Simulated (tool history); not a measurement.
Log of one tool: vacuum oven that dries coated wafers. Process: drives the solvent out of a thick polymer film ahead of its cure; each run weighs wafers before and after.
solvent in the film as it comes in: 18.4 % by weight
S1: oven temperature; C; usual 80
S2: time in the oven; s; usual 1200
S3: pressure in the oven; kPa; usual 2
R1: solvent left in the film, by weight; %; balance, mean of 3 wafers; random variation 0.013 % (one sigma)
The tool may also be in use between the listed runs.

run   hour  S1    S2    S3    R1
  1      0  80  1200     2   1.7
  2   16.3  80  1200     2  1.71
  3   41.6  67  1200     2  4.66
  4   53.7  67  1200     2  4.67
  5   66.3  67  1200     2  4.65
  6     87  80  1200     2  1.69
  7  112.9  80  1200     2  1.69
  8  138.3  80  1200     2   1.7
  9  154.1  80  1200     2   1.7
 10  178.5  80  1200     2  1.69
 11  200.8  80  1200     2  1.65
 12  221.2  80  1200     2  1.66
 13  247.2  80  1200     2  1.68
     260.3  -- oven's thermocouples calibrated
 14  264.7  80  1200     2   1.9
 15    287  80  1200  1.34  1.66
 16  308.7  80  1200  1.34   1.7
 17  320.4  81  1200     2   1.7
 18  333.1  86  1200     2  1.06
 19  355.9  80  1200     2  1.88
 20  377.9  79  1200     2  2.06
 21  390.2  95  1200     2  0.47
 22  411.2  95  1200     2  0.48
 23  423.4  80  1200  1.91  1.82
 24  448.5  80  1200  3.59  2.29
 25  462.6  69  1380  1.44   3.5
 26  487.2  70   660  2.98   7.4
 27  504.1  70   660  2.98  7.43
 28    521  80   900  5.51  3.79
     524.1  -- vacuum gauge cleaned of residue and calibrated
 29  540.7  80  1860  7.86  2.78
 30  564.2  87   660  1.38  2.55
 31    589  87   660  1.38  2.55
 32  611.2  87   660  1.38  2.52
 33  628.1  75   660  4.19  6.26
     633.2  -- vacuum gauge cleaned of residue and calibrated, once more
 34  650.2  80   900  4.62  3.46
 35  669.4  80   660  4.41  4.76
 36    693  80  1740  4.41  1.67
 37  704.1  71  1200  2.42  3.82
 38  722.1  93  1380  2.41  0.51
 39  744.1  93  1380  2.41  0.52

Forecast run 40:
 40  757.9  80  600  1.7   ?

Run 40 gave R1 4.58 %.
Without the tool's hidden state the same run would have given R1 4.68 %.

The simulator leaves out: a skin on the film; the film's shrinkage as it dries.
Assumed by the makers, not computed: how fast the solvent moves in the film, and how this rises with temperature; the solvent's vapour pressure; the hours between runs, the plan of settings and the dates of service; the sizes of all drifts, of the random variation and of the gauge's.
